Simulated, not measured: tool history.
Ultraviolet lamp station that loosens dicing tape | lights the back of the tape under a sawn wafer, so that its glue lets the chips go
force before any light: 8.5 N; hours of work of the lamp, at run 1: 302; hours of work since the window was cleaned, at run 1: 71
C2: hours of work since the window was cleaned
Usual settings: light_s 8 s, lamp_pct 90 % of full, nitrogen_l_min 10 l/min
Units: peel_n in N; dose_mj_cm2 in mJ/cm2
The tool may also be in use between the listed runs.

{"run": 1, "hour": 0.0, "light_s": 8, "lamp_pct": 90, "nitrogen_l_min": 10, "hours of work of the lamp": 302, "C2": 71, "peel_n": 0.657, "dose_mj_cm2": 288}
{"run": 2, "hour": 35.7, "light_s": 8, "lamp_pct": 90, "nitrogen_l_min": 10, "hours of work of the lamp": 330, "C2": 99, "peel_n": 0.634, "dose_mj_cm2": 291}
{"run": 3, "hour": 70.7, "light_s": 8, "lamp_pct": 90, "nitrogen_l_min": 10, "hours of work of the lamp": 357, "C2": 126, "peel_n": 0.646, "dose_mj_cm2": 291}
{"run": 4, "hour": 116.4, "light_s": 8, "lamp_pct": 90, "nitrogen_l_min": 10, "hours of work of the lamp": 393, "C2": 161, "peel_n": 0.672, "dose_mj_cm2": 292}
{"run": 5, "hour": 182.1, "light_s": 8, "lamp_pct": 90, "nitrogen_l_min": 10, "hours of work of the lamp": 444, "C2": 212, "peel_n": 0.671, "dose_mj_cm2": 295}
{"run": 6, "hour": 216.0, "light_s": 8, "lamp_pct": 90, "nitrogen_l_min": 10, "hours of work of the lamp": 470, "C2": 238, "peel_n": 0.648, "dose_mj_cm2": 289}
{"run": 7, "hour": 279.4, "light_s": 8, "lamp_pct": 90, "nitrogen_l_min": 10, "hours of work of the lamp": 519, "C2": 288, "peel_n": 0.64, "dose_mj_cm2": 288}
{"run": 8, "hour": 317.4, "light_s": 8, "lamp_pct": 90, "nitrogen_l_min": 10, "hours of work of the lamp": 549, "C2": 317, "peel_n": 0.653, "dose_mj_cm2": 286}
{"run": 9, "hour": 354.2, "light_s": 8, "lamp_pct": 90, "nitrogen_l_min": 10, "hours of work of the lamp": 577, "C2": 346, "peel_n": 0.656, "dose_mj_cm2": 287}
{"run": 10, "hour": 399.9, "light_s": 8, "lamp_pct": 90, "nitrogen_l_min": 10, "hours of work of the lamp": 613, "C2": 381, "peel_n": 0.675, "dose_mj_cm2": 291}
{"run": 11, "hour": 433.2, "light_s": 8, "lamp_pct": 90, "nitrogen_l_min": 13, "hours of work of the lamp": 638, "C2": 407, "peel_n": 0.605, "dose_mj_cm2": 290}
{"run": 12, "hour": 467.5, "light_s": 8, "lamp_pct": 90, "nitrogen_l_min": 13, "hours of work of the lamp": 665, "C2": 434, "peel_n": 0.605, "dose_mj_cm2": 293}
{"hour": 515.9, "done": "window cleaned of glue's vapour"}
{"run": 13, "hour": 526.5, "light_s": 8, "lamp_pct": 90, "nitrogen_l_min": 13, "hours of work of the lamp": 711, "C2": 8, "peel_n": 0.598, "dose_mj_cm2": 291}
{"run": 14, "hour": 572.4, "light_s": 8, "lamp_pct": 78, "nitrogen_l_min": 10, "hours of work of the lamp": 746, "C2": 44, "peel_n": 0.86, "dose_mj_cm2": 250}
{"run": 15, "hour": 611.8, "light_s": 8, "lamp_pct": 78, "nitrogen_l_min": 3, "hours of work of the lamp": 777, "C2": 74, "peel_n": 1.396, "dose_mj_cm2": 256}
{"run": 16, "hour": 683.1, "light_s": 8, "lamp_pct": 78, "nitrogen_l_min": 3, "hours of work of the lamp": 832, "C2": 130, "peel_n": 1.354, "dose_mj_cm2": 246}
{"run": 17, "hour": 746.2, "light_s": 8, "lamp_pct": 78, "nitrogen_l_min": 3, "hours of work of the lamp": 881, "C2": 179, "peel_n": 1.4, "dose_mj_cm2": 258}
{"run": 18, "hour": 816.9, "light_s": 8, "lamp_pct": 90, "nitrogen_l_min": 18, "hours of work of the lamp": 936, "C2": 234, "peel_n": 0.556, "dose_mj_cm2": 289}
{"run": 19, "hour": 856.1, "light_s": 8, "lamp_pct": 72, "nitrogen_l_min": 18, "hours of work of the lamp": 966, "C2": 264, "peel_n": 0.814, "dose_mj_cm2": 235}
{"run": 20, "hour": 896.0, "light_s": 8, "lamp_pct": 72, "nitrogen_l_min": 18, "hours of work of the lamp": 997, "C2": 295, "peel_n": 0.835, "dose_mj_cm2": 229}
{"run": 21, "hour": 969.7, "light_s": 8, "lamp_pct": 72, "nitrogen_l_min": 18, "hours of work of the lamp": 1055, "C2": 352, "peel_n": 0.854, "dose_mj_cm2": 232}
{"run": 22, "hour": 1040.5, "light_s": 8, "lamp_pct": 64, "nitrogen_l_min": 6, "hours of work of the lamp": 1110, "C2": 407, "peel_n": 1.485, "dose_mj_cm2": 209}
{"run": 23, "hour": 1091.8, "light_s": 8, "lamp_pct": 65, "nitrogen_l_min": 4, "hours of work of the lamp": 1149, "C2": 447, "peel_n": 1.643, "dose_mj_cm2": 211}
{"hour": 1118.2, "done": "window cleaned of glue's vapour"}
{"run": 24, "hour": 1167.6, "light_s": 11, "lamp_pct": 65, "nitrogen_l_min": 12, "hours of work of the lamp": 1208, "C2": 38, "peel_n": 0.624, "dose_mj_cm2": 287}
{"run": 25, "hour": 1235.8, "light_s": 6, "lamp_pct": 64, "nitrogen_l_min": 12, "hours of work of the lamp": 1261, "C2": 91, "peel_n": 1.808, "dose_mj_cm2": 155}
{"run": 26, "hour": 1297.5, "light_s": 13, "lamp_pct": 62, "nitrogen_l_min": 15, "hours of work of the lamp": 1309, "C2": 139, "peel_n": 0.458, "dose_mj_cm2": 326}
{"run": 27, "hour": 1371.3, "light_s": 13, "lamp_pct": 62, "nitrogen_l_min": 15, "hours of work of the lamp": 1366, "C2": 197, "peel_n": 0.45, "dose_mj_cm2": 330}
{"run": 28, "hour": 1405.6, "light_s": 4, "lamp_pct": 82, "nitrogen_l_min": 10, "hours of work of the lamp": 1393, "C2": 223, "peel_n": 2.402, "dose_mj_cm2": 133}
{"run": 29, "hour": 1439.4, "light_s": 4, "lamp_pct": 82, "nitrogen_l_min": 10, "hours of work of the lamp": 1419, "C2": 249, "peel_n": 2.373, "dose_mj_cm2": 132}
{"run": 30, "hour": 1503.1, "light_s": 4, "lamp_pct": 82, "nitrogen_l_min": 10, "hours of work of the lamp": 1468, "C2": 299, "peel_n": 2.395, "dose_mj_cm2": 134}
{"run": 31, "hour": 1561.1, "light_s": 7, "lamp_pct": 73, "nitrogen_l_min": 5, "hours of work of the lamp": 1513, "C2": 344, "peel_n": 1.621, "dose_mj_cm2": 205}
{"run": 32, "hour": 1606.1, "light_s": 5, "lamp_pct": 70, "nitrogen_l_min": 5, "hours of work of the lamp": 1548, "C2": 379, "peel_n": 2.602, "dose_mj_cm2": 137}
{"run": 33, "hour": 1661.7, "light_s": 8, "lamp_pct": 94, "nitrogen_l_min": 8, "hours of work of the lamp": 1591, "C2": 422, "peel_n": 0.632, "dose_mj_cm2": 302}
{"hour": 1719.7, "done": "window cleaned of glue's vapour"}
{"run": 34, "hour": 1719.7, "light_s": 5, "lamp_pct": 90, "nitrogen_l_min": 8, "hours of work of the lamp": 1636, "C2": 0, "peel_n": 1.665, "dose_mj_cm2": 184}
{"run": 35, "hour": 1758.2, "light_s": 4, "lamp_pct": 78, "nitrogen_l_min": 9, "hours of work of the lamp": 1666, "C2": 30, "peel_n": 2.598, "dose_mj_cm2": 124}
{"run": 36, "hour": 1797.6, "light_s": 6, "lamp_pct": 90, "nitrogen_l_min": 17, "hours of work of the lamp": 1697, "C2": 60, "peel_n": 0.973, "dose_mj_cm2": 220}
{"hour": 1846.2, "done": "lamp changed"}
{"run": 37, "hour": 1848.5, "light_s": 6, "lamp_pct": 90, "nitrogen_l_min": 18, "hours of work of the lamp": 2, "C2": 99, "peel_n": 0.967, "dose_mj_cm2": 218}
{"run": 38, "hour": 1881.2, "light_s": 8, "lamp_pct": 76, "nitrogen_l_min": 9, "hours of work of the lamp": 27, "C2": 125, "peel_n": 0.951, "dose_mj_cm2": 246}
{"run": 39, "hour": 1922.1, "light_s": 8, "lamp_pct": 82, "nitrogen_l_min": 4, "hours of work of the lamp": 59, "C2": 156, "peel_n": 1.129, "dose_mj_cm2": 262}
{"run": 40, "hour": 1972.4, "light_s": 9, "lamp_pct": 79, "nitrogen_l_min": 5, "hours of work of the lamp": 98, "C2": 195, "peel_n": 0.896, "dose_mj_cm2": 286}
{"run": 41, "hour": 2004.9, "light_s": 5, "lamp_pct": 75, "nitrogen_l_min": 8, "hours of work of the lamp": 123, "C2": 221, "peel_n": 2.141, "dose_mj_cm2": 155}
{"run": 42, "hour": 2074.5, "light_s": 8, "lamp_pct": 64, "nitrogen_l_min": 9, "hours of work of the lamp": 177, "C2": 275, "peel_n": 1.312, "dose_mj_cm2": 203}

Hidden state at the last listed run before each entry between runs and at the first one after, where it differs:
Between runs 12 and 13: window cleaned of glue's vapour (hour 515.9)
  light that the window lets through, % of a clean one's: 99.9 -> 100
Between runs 23 and 24: window cleaned of glue's vapour (hour 1118.2)
  light that the window lets through, % of a clean one's: 99.9 -> 100
Between runs 33 and 34: window cleaned of glue's vapour (hour 1719.7)
  light that the window lets through, % of a clean one's: 99.9 -> 100
Between runs 36 and 37: lamp changed (hour 1846.2)
  lamp's light, % of a new lamp's: 99.9 -> 100

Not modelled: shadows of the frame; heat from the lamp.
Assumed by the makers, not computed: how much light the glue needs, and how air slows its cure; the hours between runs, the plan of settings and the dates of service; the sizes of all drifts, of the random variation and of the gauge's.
